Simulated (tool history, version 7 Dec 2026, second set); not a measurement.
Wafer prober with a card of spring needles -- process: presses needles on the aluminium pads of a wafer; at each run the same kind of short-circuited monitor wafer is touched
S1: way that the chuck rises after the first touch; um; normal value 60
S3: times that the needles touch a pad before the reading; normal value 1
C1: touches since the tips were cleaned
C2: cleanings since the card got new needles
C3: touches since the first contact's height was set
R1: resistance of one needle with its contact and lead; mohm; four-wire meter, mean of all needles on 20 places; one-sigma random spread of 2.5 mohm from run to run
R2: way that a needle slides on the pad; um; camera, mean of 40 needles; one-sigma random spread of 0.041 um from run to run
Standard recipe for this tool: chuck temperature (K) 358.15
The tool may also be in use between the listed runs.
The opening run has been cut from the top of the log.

run 2 day=0.725 | S1=60 chuck_temperature_(K)=358.15 S3=1 | C1=3097 C2=12 C3=85260 | R1=321 R2=14.69
run 3 day=1.317 | S1=60 chuck_temperature_(K)=358.15 S3=1 | C1=5632 C2=12 C3=87795 | R1=325 R2=14.52
-- day=1.412 tips cleaned on abrasive film
run 4 day=1.862 | S1=60 chuck_temperature_(K)=358.15 S3=1 | C1=1924 C2=13 C3=90121 | R1=310 R2=14.55
run 5 day=2.412 | S1=42 chuck_temperature_(K)=358.15 S3=1 | C1=4280 C2=13 C3=92477 | R1=363 R2=10.18
run 6 day=2.717 | S1=60 chuck_temperature_(K)=318.15 S3=1 | C1=5590 C2=13 C3=93787 | R1=319 R2=14.61
-- day=2.846 tips cleaned on abrasive film
run 7 day=3.350 | S1=60 chuck_temperature_(K)=318.15 S3=1 | C1=2160 C2=14 C3=96478 | R1=300 R2=14.59
run 8 day=4.033 | S1=48 chuck_temperature_(K)=358.15 S3=1 | C1=5090 C2=14 C3=99408 | R1=346 R2=11.62
-- day=4.258 tips cleaned on abrasive film
run 9 day=4.688 | S1=60 chuck_temperature_(K)=359.15 S3=1 | C1=1830 C2=15 C3=102183 | R1=307 R2=14.50
run 10 day=5.325 | S1=60 chuck_temperature_(K)=359.15 S3=1 | C1=4560 C2=15 C3=104913 | R1=325 R2=14.55
-- day=5.662 tips cleaned on abrasive film
run 11 day=5.729 | S1=60 chuck_temperature_(K)=358.15 S3=1 | C1=284 C2=16 C3=106630 | R1=292 R2=14.45
run 12 day=6.175 | S1=60 chuck_temperature_(K)=358.15 S3=1 | C1=2190 C2=16 C3=108536 | R1=311 R2=14.51
run 13 day=6.738 | S1=60 chuck_temperature_(K)=358.15 S3=2 | C1=4610 C2=16 C3=110956 | R1=309 R2=14.52
-- day=6.796 height of the first contact set anew
-- day=7.083 tips cleaned on abrasive film
run 14 day=7.254 | S1=60 chuck_temperature_(K)=358.15 S3=1 | C1=742 C2=17 C3=1954 | R1=294 R2=14.36
-- day=7.850 height of the first contact set anew, once more
run 15 day=7.979 | S1=60 chuck_temperature_(K)=358.15 S3=1 | C1=3797 C2=17 C3=559 | R1=317 R2=14.87
-- day=8.504 tips cleaned on abrasive film
run 16 day=8.562 | S1=60 chuck_temperature_(K)=358.15 S3=1 | C1=261 C2=18 C3=3039 | R1=292 R2=14.80
run 17 day=9.079 | S1=60 chuck_temperature_(K)=357.15 S3=1 | C1=2476 C2=18 C3=5254 | R1=312 R2=14.84
run 18 day=9.704 | S1=60 chuck_temperature_(K)=357.15 S3=1 | C1=5146 C2=18 C3=7924 | R1=320 R2=14.89
-- day=9.908 tips cleaned on abrasive film
run 19 day=10.200 | S1=63 chuck_temperature_(K)=358.15 S3=1 | C1=1251 C2=19 C3=10035 | R1=300 R2=15.60
run 20 day=10.688 | S1=60 chuck_temperature_(K)=306.15 S3=1 | C1=3329 C2=19 C3=12113 | R1=301 R2=14.85

What will run 21 give?
run 21 day=11.029 | S1=53 chuck_temperature_(K)=358.15 S3=2 | C1=4793 C2=19 C3=13577 | R1=? R2=?

For run 21 the tool returned R1 319 mohm, R2 12.99 um.
Take away the tool's hidden state, keep the run-to-run variation as it was, and the same run would have given R1 290 mohm, R2 13.04 um.
